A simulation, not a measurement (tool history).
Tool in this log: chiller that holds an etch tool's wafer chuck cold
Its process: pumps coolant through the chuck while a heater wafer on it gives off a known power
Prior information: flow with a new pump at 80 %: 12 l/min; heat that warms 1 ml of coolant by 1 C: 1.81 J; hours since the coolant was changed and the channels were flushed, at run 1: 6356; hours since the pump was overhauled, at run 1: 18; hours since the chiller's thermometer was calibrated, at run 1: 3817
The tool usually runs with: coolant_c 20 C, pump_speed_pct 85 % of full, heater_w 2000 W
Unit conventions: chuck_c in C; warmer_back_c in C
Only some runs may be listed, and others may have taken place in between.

run,hour,coolant_c,pump_speed_pct,heater_w,hours since the coolant was changed and the channels were flushed,hours since the pump was overhauled,hours since the chiller's thermometer was calibrated,chuck_c,warmer_back_c
1,0.0,20,85,2000,6356,18,3817,41.2,5.15
2,132.2,20,85,2000,6488,150,3950,41.2,5.19
3,273.9,20,85,2000,6630,292,4091,41.4,5.19
4,407.3,26,85,2000,6763,425,4225,47.4,5.21
5,604.8,20,85,2000,6961,623,4422,41.6,5.23
6,769.1,20,85,2000,7125,787,4586,41.6,5.23
# hour 826.4: coolant changed, channels flushed
7,915.2,20,85,1911,89,927,4727,39.1,5.02
# hour 1059.0: chiller's thermometer calibrated
8,1099.9,20,85,1911,273,1111,41,39.6,5.02
9,1239.9,20,85,1911,413,1251,181,39.7,5.05
10,1336.2,20,85,2276,509,1347,277,43.5,5.97
11,1534.9,20,85,2276,708,1546,476,43.4,6.10
12,1690.2,20,85,2276,863,1701,631,43.5,6.15
13,1780.1,20,85,2276,953,1791,721,43.3,6.09
14,1962.5,21,85,2000,1135,1973,904,41.9,5.32
15,2127.2,21,85,2000,1300,2138,1068,41.9,5.35
16,2301.6,21,85,2000,1474,2312,1243,42.0,5.40
17,2463.2,13,96,1658,1636,2474,1404,29.1,3.97
18,2621.6,13,96,1658,1794,2632,1563,29.1,3.96
19,2800.4,13,83,2881,1973,2811,1741,43.8,8.01
20,2950.4,20,85,1565,2123,2961,1891,36.7,4.39
21,3101.0,22,85,2207,2274,3112,2042,45.5,6.03
22,3292.9,18,91,2000,2466,3304,2234,38.3,5.19
23,3488.9,18,87,2439,2662,3500,2430,43.9,6.53
24,3677.1,18,87,2439,2850,3688,2618,43.7,6.56
25,3773.7,28,90,2000,2946,3785,2715,48.6,5.23
26,3917.5,18,85,1487,3090,3928,2859,33.8,4.03
27,4075.9,18,85,1487,3249,4087,3017,33.9,4.12
28,4235.1,22,74,1329,3408,4246,3176,37.7,4.22
29,4351.1,13,88,1205,3524,4362,3292,25.8,3.24
30,4463.2,15,63,2000,3636,4474,3404,41.5,7.47
31,4549.4,20,78,2000,3722,4560,3490,43.0,6.07

Measured less the same run without the tool's hidden state. The same run-to-run variation is in both; the gauge's scatter may not be:
Hidden state present: heat passed by the chuck's channels, % of clean ones'; flow at a given pump speed, % of a new pump's; coolant's true temperature over the reading, C; drift of the gauge itself on chuck_c, C; drift of the gauge itself on warmer_back_c, C.
run,chuck_c,warmer_back_c
1,+0.9,-0.04
2,+1.0,-0.03
3,+1.1,-0.02
4,+1.1,+0.00
5,+1.3,+0.01
6,+1.3,+0.02
7,-0.3,+0.04
8,+0.2,+0.06
9,+0.3,+0.06
10,+0.4,+0.09
11,+0.5,+0.11
12,+0.5,+0.13
13,+0.5,+0.14
14,+0.6,+0.14
15,+0.6,+0.16
16,+0.7,+0.17
17,+0.6,+0.13
18,+0.6,+0.15
19,+1.3,+0.32
20,+0.7,+0.19
21,+1.1,+0.27
22,+1.0,+0.25
23,+1.4,+0.34
24,+1.4,+0.36
25,+1.2,+0.30
26,+0.9,+0.24
27,+1.0,+0.26
28,+1.0,+0.27
29,+0.8,+0.22
30,+1.9,+0.51
31,+1.7,+0.43
